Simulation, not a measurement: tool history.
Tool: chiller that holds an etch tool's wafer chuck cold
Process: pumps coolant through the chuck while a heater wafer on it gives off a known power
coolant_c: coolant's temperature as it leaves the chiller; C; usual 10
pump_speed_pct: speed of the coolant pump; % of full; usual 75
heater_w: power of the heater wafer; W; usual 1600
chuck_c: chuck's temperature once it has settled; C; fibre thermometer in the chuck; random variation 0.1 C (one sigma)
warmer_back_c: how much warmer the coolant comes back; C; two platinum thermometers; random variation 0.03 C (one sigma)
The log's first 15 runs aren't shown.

| run | hour | coolant_c | pump_speed_pct | heater_w | hours since the coolant was changed and the channels were flushed | hours since the pump was overhauled | hours since the chiller's thermometer was calibrated | chuck_c | warmer_back_c |
|---|---|---|---|---|---|---|---|---|---|
| 16 | 622.3 | 10 | 78 | 829 | 3022 | 665 | 969 | 19.4 | 2.05 |
| 17 | 650.1 | 10 | 82 | 2323 | 3050 | 693 | 997 | 35.4 | 5.54 |
| 18 | 678 | 10 | 82 | 2323 | 3078 | 720 | 1025 | 35.4 | 5.55 |
| 19 | 733.6 | 15 | 61 | 1139 | 3134 | 776 | 1080 | 30.8 | 3.66 |
| 20 | 767.3 | 10 | 92 | 1554 | 3167 | 810 | 1114 | 25.6 | 3.27 |
| 21 | 791 | 17 | 79 | 1264 | 3191 | 833 | 1138 | 31.3 | 3.15 |
| 22 | 831.7 | 9 | 88 | 2342 | 3232 | 874 | 1178 | 33.2 | 5.21 |
| 23 | 855 | 8 | 75 | 998 | 3255 | 897 | 1202 | 19.6 | 2.6 |
| 24 | 889.6 | 8 | 75 | 998 | 3290 | 932 | 1236 | 19.8 | 2.6 |
| 25 | 937.3 | 8 | 75 | 998 | 3337 | 980 | 1284 | 19.7 | 2.68 |
| 26 | 960.8 | 18 | 73 | 1600 | 3361 | 1003 | 1307 | 37.3 | 4.33 |
| 27 | 1003.8 | 9 | 98 | 1600 | 3404 | 1046 | 1350 | 24.2 | 3.13 |
| 28 | 1056.7 | 12 | 68 | 1963 | 3457 | 1099 | 1403 | 37.4 | 5.68 |
| 29 | 1080.4 | 3 | 85 | 1293 | 3481 | 1123 | 1427 | 17 | 2.92 |
| 30 | 1129.7 | 3 | 85 | 1293 | 3530 | 1172 | 1476 | 16.8 | 2.99 |
| 31 | 1181.6 | 3 | 85 | 1293 | 3582 | 1224 | 1528 | 16.8 | 2.94 |
| 32 | 1206.1 | 0 | 87 | 1292 | 3606 | 1248 | 1553 | 13.6 | 2.85 |

Forecast each of these 3 alternatives for the next run:
| A | 1261.1 | 12 | 89 | 1066 | 3661 | 1303 | 1608 | ? | ? |
| B | 1261.1 | 0 | 99 | 1292 | 3661 | 1303 | 1608 | ? | ? |
| C | 1261.1 | 15 | 90 | 897 | 3661 | 1303 | 1608 | ? | ? |

| run | chuck_c | warmer_back_c |
|---|---|---|
| A | 23 | 2.41 |
| B | 12.3 | 2.51 |
| C | 24.1 | 1.93 |
Without the tool's hidden state the same runs would have given:
| run | chuck_c | warmer_back_c |
|---|---|---|
| A | 21.7 | 2.37 |
| B | 10.9 | 2.47 |
| C | 23.1 | 1.89 |

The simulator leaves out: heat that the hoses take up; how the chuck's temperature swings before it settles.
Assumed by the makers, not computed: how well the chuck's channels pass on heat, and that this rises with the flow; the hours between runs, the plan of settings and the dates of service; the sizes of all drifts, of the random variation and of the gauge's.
